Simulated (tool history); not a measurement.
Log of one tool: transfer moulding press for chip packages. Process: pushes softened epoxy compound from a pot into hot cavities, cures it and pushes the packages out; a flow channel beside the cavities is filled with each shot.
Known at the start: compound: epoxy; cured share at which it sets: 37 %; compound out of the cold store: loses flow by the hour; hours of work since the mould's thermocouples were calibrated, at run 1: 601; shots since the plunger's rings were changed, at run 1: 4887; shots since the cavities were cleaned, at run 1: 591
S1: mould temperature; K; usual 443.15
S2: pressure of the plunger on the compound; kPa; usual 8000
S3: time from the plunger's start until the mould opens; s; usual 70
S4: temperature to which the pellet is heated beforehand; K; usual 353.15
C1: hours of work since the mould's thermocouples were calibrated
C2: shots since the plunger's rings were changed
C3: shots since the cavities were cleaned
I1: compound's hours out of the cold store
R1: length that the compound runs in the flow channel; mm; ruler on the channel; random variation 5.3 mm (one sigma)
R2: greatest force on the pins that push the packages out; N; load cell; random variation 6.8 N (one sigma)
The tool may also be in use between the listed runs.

run	hour	S1	S2	S3	S4	C1	C2	C3	I1	R1	R2
1	0.0	443.15	8000	70	353.15	601	4887	591	24.4	670	463
# hour 26.3: plunger's sealing rings changed
2	31.6	443.15	8000	70	353.15	617	77	1013	14.5	766	521
# hour 41.7: mould's thermocouples calibrated
# hour 44.7: cavities cleaned with cleaning compound and waxed
3	56.6	443.15	8000	70	353.15	8	389	173	16.0	758	405
4	73.1	443.15	8000	70	353.15	17	627	411	25.4	737	458
5	99.2	443.15	8000	70	353.15	31	1005	789	39.5	698	514
6	113.7	443.15	8000	70	353.15	40	1215	999	29.7	702	560
# hour 126.6: cavities cleaned with cleaning compound and waxed
7	132.5	443.15	8000	85	353.15	49	1465	85	22.5	730	261
8	149.8	443.15	8000	85	353.15	59	1716	336	23.4	728	320
9	169.8	443.15	8000	58	353.15	70	2006	626	27.6	702	784
10	193.2	435.15	8000	70	353.15	83	2344	964	37.6	696	966
# hour 207.9: cavities cleaned with cleaning compound and waxed
# hour 216.1: mould's thermocouples calibrated, once more
11	226.6	435.15	8000	70	353.15	6	2778	243	15.0	740	667
12	257.2	435.15	8000	70	353.15	23	3221	686	20.0	735	851
13	273.8	435.15	8000	70	353.15	32	3461	926	23.4	725	874
# hour 292.1: cavities cleaned with cleaning compound and waxed
14	299.0	443.15	9640	70	353.15	46	3805	101	44.7	700	305
15	326.6	443.15	8000	94	354.15	61	4204	500	46.1	637	326
16	348.0	449.15	7160	79	358.15	73	4514	810	26.5	620	353
17	367.9	444.15	8000	104	357.15	84	4803	1099	14.1	688	355
# hour 373.2: cavities cleaned with cleaning compound and waxed
# hour 401.0: plunger's sealing rings changed
18	401.0	444.15	8000	78	345.15	101	0	367	30.6	727	343
19	419.4	444.15	8000	78	345.15	111	266	633	37.6	690	378
20	441.1	440.15	8000	62	353.15	123	580	947	13.1	785	848
# hour 456.7: cavities cleaned with cleaning compound and waxed
21	458.2	440.15	8000	62	353.15	132	807	23	20.1	743	498
22	484.1	443.15	9670	86	353.15	146	1182	398	20.1	802	323
23	503.1	443.15	9670	86	353.15	157	1458	674	41.6	744	353
24	521.3	440.15	9790	50	351.15	167	1720	936	13.9	816	1358
# hour 537.2: cavities cleaned with cleaning compound and waxed
25	538.1	443.15	9220	70	353.15	176	1942	12	43.3	714	287
26	564.8	449.15	7620	70	353.15	191	2329	399	43.6	623	312
27	587.4	438.15	7620	57	353.15	203	2656	726	36.3	667	1043
28	611.9	442.15	8000	70	355.15	217	3012	1082	35.6	675	534

3 ways to go on from here, each from the tool as it stands after run 28. What would each give?
# hour 619.1: cavities cleaned with cleaning compound and waxed
A	641.9	449.15	8000	70	355.15	233	3424	330	45.8	?	?
# hour 619.1: cavities cleaned with cleaning compound and waxed
B	641.9	437.15	6510	52	355.15	233	3424	330	16.7	?	?
# hour 619.1: cavities cleaned with cleaning compound and waxed
C	641.9	449.15	8000	101	344.15	233	3424	330	23.8	?	?

run	R1	R2
A	625	316
B	653	1155
C	684	290
Without the tool's hidden state the same runs would have given:
run	R1	R2
A	665	225
B	694	810
C	728	210

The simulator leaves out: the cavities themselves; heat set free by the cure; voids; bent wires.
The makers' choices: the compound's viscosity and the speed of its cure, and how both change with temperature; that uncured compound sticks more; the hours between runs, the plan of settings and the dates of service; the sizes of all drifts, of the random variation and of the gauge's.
